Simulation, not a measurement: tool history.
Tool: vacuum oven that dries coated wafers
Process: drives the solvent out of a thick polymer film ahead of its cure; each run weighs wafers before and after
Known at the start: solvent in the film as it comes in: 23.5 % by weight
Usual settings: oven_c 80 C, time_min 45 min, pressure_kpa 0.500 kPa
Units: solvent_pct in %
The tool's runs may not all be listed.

run,hour,oven_c,time_min,pressure_kpa,solvent_pct
1,0.0,80,45,0.500,2.84
2,9.1,80,45,0.500,2.79
3,16.2,80,45,0.500,2.84
4,23.6,80,42,0.500,3.23
5,32.2,80,45,0.254,2.76
6,37.7,80,45,0.405,2.74
7,45.3,80,45,0.405,2.85
8,56.6,80,45,0.405,2.79
9,62.4,74,45,0.500,4.36
10,73.0,71,45,0.500,5.33
11,79.6,71,45,0.500,5.30
12,88.5,71,45,0.500,5.25
13,95.1,80,45,0.500,2.92
14,107.5,80,45,0.500,2.90
15,120.1,80,45,0.500,2.87
16,125.3,80,45,0.564,2.92
17,134.2,80,45,0.564,2.86
18,143.9,79,45,0.500,3.13
19,149.1,79,45,0.500,3.07
20,160.1,80,45,0.500,2.89
# hour 162.5: vacuum gauge cleaned of residue and calibrated
21,171.7,79,45,0.500,3.13
22,180.7,80,45,0.500,2.88
# hour 183.6: vacuum gauge cleaned of residue and calibrated, once more
23,194.4,80,45,0.500,2.80
24,202.3,74,77,0.350,1.58
25,211.6,74,77,0.350,1.58
26,221.6,74,77,0.350,1.59
27,230.3,77,71,0.847,1.59
28,242.8,68,29,0.455,9.22
29,250.3,90,39,0.543,1.60
30,256.9,70,44,1.348,6.13
31,265.2,76,36,0.474,5.18
32,274.3,71,45,0.404,5.24
33,284.6,70,45,1.921,6.20
34,290.4,80,45,0.381,2.82
35,302.7,95,53,0.500,0.40
36,314.4,91,23,0.500,3.99
37,321.8,71,39,0.310,6.11
38,326.9,94,45,0.591,0.74
39,338.9,94,54,1.224,0.64
40,344.3,94,54,1.224,0.59
41,353.4,94,54,1.224,0.63
42,358.7,87,42,1.922,2.18
43,369.6,87,42,1.922,2.21
44,379.3,67,30,0.705,9.35
45,388.3,67,30,0.705,9.35

Forecast each of these 5 alternatives for the next run:
A,394.5,76,30,0.371,?
B,394.5,84,23,0.427,?
C,394.5,73,45,0.450,?
D,394.5,75,33,1.076,?
E,394.5,67,56,0.789,?

run,solvent_pct
A,6.54
B,5.96
C,4.72
D,6.42
E,5.22
Without the tool's hidden state the same runs would have given:
run,solvent_pct
A,6.40
B,5.83
C,4.59
D,6.28
E,5.08
